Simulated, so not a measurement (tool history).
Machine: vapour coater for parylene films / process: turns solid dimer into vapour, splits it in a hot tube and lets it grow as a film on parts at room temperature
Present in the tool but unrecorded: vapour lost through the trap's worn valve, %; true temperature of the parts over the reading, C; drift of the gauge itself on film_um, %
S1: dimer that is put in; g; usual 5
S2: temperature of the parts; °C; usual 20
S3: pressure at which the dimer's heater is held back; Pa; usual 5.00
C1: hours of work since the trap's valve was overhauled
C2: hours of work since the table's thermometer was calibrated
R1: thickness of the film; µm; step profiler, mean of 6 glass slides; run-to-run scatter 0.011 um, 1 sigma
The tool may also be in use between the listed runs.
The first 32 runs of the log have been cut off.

run	hour	S1	S2	S3	C1	C2	R1
33	876.4	5	20	2.04	232	1397	1.43
34	906.0	5	23	2.04	252	1416	1.35
35	931.0	5	31	5.00	268	1433	1.00
36	967.7	2	25	3.17	293	1458	0.47
37	993.3	8	12	5.00	310	1475	2.40
38	1011.6	9	16	9.28	323	1487	2.24
39	1039.6	3	23	5.16	342	1506	0.71
40	1057.3	2	20	4.93	353	1518	0.50
41	1073.1	2	20	4.93	364	1529	0.49
42	1095.5	2	20	4.93	379	1544	0.49
43	1132.4	5	30	2.99	404	1569	1.10
44	1165.0	3	30	8.81	426	1591	0.55
45	1189.5	5	26	6.99	442	1607	1.06
46	1223.0	5	26	6.99	465	1630	1.06

Each row is a separate what-if for the run after 46, all from the same tool condition, not one after another. Results?
A	1239.8	8	16	6.99	476	1641	?
B	1239.8	5	14	5.00	476	1641	?
C	1239.8	2	20	5.00	476	1641	?

run	R1
A	2.10
B	1.43
C	0.48
Without the tool's hidden state the same runs would have given:
run	R1
A	2.10
B	1.43
C	0.48

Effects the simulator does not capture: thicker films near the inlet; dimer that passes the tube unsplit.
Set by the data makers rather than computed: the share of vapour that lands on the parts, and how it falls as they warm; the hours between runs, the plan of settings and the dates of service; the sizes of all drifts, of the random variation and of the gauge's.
